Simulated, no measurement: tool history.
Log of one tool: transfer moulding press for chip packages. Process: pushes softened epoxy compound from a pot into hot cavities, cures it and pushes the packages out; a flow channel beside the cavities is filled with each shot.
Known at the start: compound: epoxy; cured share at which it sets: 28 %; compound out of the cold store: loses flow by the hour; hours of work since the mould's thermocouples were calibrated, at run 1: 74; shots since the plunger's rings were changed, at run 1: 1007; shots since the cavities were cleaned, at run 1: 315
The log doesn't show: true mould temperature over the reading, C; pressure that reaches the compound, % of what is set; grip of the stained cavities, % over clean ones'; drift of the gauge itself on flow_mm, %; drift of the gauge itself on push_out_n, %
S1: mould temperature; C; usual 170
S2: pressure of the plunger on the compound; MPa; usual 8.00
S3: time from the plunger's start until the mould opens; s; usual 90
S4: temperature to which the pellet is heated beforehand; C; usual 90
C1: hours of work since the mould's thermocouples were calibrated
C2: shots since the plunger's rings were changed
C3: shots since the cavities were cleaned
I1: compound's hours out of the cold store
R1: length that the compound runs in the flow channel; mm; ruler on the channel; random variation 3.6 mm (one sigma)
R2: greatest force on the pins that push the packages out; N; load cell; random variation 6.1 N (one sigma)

run   hour   S1    S2   S3  S4   C1    C2   C3    I1   R1   R2
  1    0.0  170  8.00   90  90   74  1007  315  45.7  775  277
  2   11.4  178  8.00   90  90   80  1118  426   8.4  892  274
  3   20.7  170  8.00   90  90   85  1208  516  42.7  779  304
      27.8  -- cavities cleaned with cleaning compound and waxed
  4   37.6  170  8.00   90  90   93  1358   96  39.3  790  256
  5   50.3  170  8.00   90  90  100  1482  220  12.6  900  273
  6   70.4  170  8.00   90  90  110  1676  414  25.6  839  295
  7   79.8  170  6.13   90  90  115  1768  506  14.0  779  316
      87.2  -- cavities cleaned with cleaning compound and waxed
  8   97.0  164  8.00   90  90  123  1921   96  45.2  792  299
  9  115.8  170  8.00   90  90  132  2104  279  17.9  872  280
 10  129.9  170  8.00   90  90  140  2241  416  17.1  874  293
 11  141.7  170  8.00   90  90  146  2355  530  18.9  862  304
     145.6  -- mould's thermocouples calibrated
     148.5  -- cavities cleaned with cleaning compound and waxed
 12  153.9  170  8.00   90  90    3  2440   52  13.3  882  261
 13  165.6  170  7.18   90  90   10  2554  166  37.1  750  267
 14  175.5  170  8.00   90  81   15  2650  262  30.1  822  279
 15  188.9  164  9.38   90  81   21  2781  393  26.9  926  346
     207.2  -- cavities cleaned with cleaning compound and waxed
 16  209.6  173  8.00   90  90   31  2968   24  10.1  881  239
 17  226.2  173  8.00   90  90   40  3129  185  16.3  851  248
 18  241.9  170  6.38   93  90   48  3282  338  46.0  669  276
 19  259.4  176  7.92   84  93   57  3452  508  44.0  728  281
     264.6  -- mould's thermocouples calibrated, once more
     268.8  -- cavities cleaned with cleaning compound and waxed
 20  276.4  177  8.00   90  90    5  3584   74  17.3  823  236
 21  289.6  166  8.00   90  88   12  3712  202  28.4  823  299
 22  305.8  174  7.59  104  89   20  3870  360  29.9  761  259
     321.8  -- plunger's sealing rings changed
 23  327.3  166  7.16   90  90   30    54  544  42.9  763  323
     330.7  -- cavities cleaned with cleaning compound and waxed
 24  345.2  171  9.88   98  95   39   214  141  22.2  962  240
 25  354.2  169  9.88   87  95   43   301  228  46.6  867  262
 26  369.3  170  9.70   86  81   51   448  375  35.7  911  299
 27  385.7  170  9.70   86  81   59   608  535  36.6  902  285
     389.9  -- cavities cleaned with cleaning compound and waxed
 28  404.1  170  8.00   93  90   68   772  138  34.2  815  261

4 ways to go on from here, each from the tool as it stands after run 28. What would each give?
  A  415.3  170  8.00  90  83  74  881  247  21.6   ?   ?
  B  415.3  170  8.42  75  82  74  881  247  31.6   ?   ?
  C  415.3  170  8.00  93  83  74  881  247  46.9   ?   ?
  D  415.3  169  9.05  90  90  74  881  247  25.9   ?   ?

run   R1   R2
  A  871  269
  B  843  312
  C  778  259
  D  907  279
Without the tool's hidden state the same runs would have given:
run   R1   R2
  A  880  234
  B  852  270
  C  787  225
  D  917  242
